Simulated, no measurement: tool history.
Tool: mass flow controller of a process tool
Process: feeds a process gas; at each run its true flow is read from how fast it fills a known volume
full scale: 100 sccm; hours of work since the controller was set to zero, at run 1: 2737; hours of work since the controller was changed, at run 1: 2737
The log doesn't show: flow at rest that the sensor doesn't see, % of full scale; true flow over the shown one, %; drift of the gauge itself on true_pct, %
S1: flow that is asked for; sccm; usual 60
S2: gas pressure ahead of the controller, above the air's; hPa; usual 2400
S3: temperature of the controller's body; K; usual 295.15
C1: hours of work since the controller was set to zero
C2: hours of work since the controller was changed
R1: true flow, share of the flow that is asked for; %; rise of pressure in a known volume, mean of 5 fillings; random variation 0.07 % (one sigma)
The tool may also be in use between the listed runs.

run    hour  S1    S2      S3    C1    C2     R1
  1     0.0  60  2400  295.15  2737  2737  98.45
  2   203.5  60  2400  295.15  2823  2823  98.36
  3   363.0  60  2400  295.15  2890  2890  98.39
  4   574.7  60  2400  295.15  2979  2979  98.41
  5   725.4  60  2400  295.15  3043  3043  98.43
  6   852.7  60  2400  295.15  3097  3097  98.20
  7  1007.9  60  1830  295.15  3162  3162  97.90
  8  1104.6  60  1830  295.15  3203  3203  97.89
  9  1276.5  60  2400  295.15  3275  3275  98.28
 10  1444.0  60  2400  295.15  3346  3346  98.14
 11  1567.3  30  2400  295.15  3398  3398  96.01
 12  1754.1  30  2400  295.15  3477  3477  96.06
 13  1865.6  30  2400  295.15  3524  3524  96.16
 14  1985.1  30  2400  295.15  3574  3574  95.90
 15  2199.3  11  2400  301.15  3665  3665  91.02
 16  2338.7  11  2400  301.15  3724  3724  91.02
     2357.1  -- controller's zero set anew
 17  2484.2  40  2400  294.15    54  3785  96.50

Forecast run 18:
 18  2615.4  40  2400  294.15  109  3840   ?

{"run 18": {"R1": 96.53}}
Without the tool's hidden state the same run would have given R1 98.12 %.
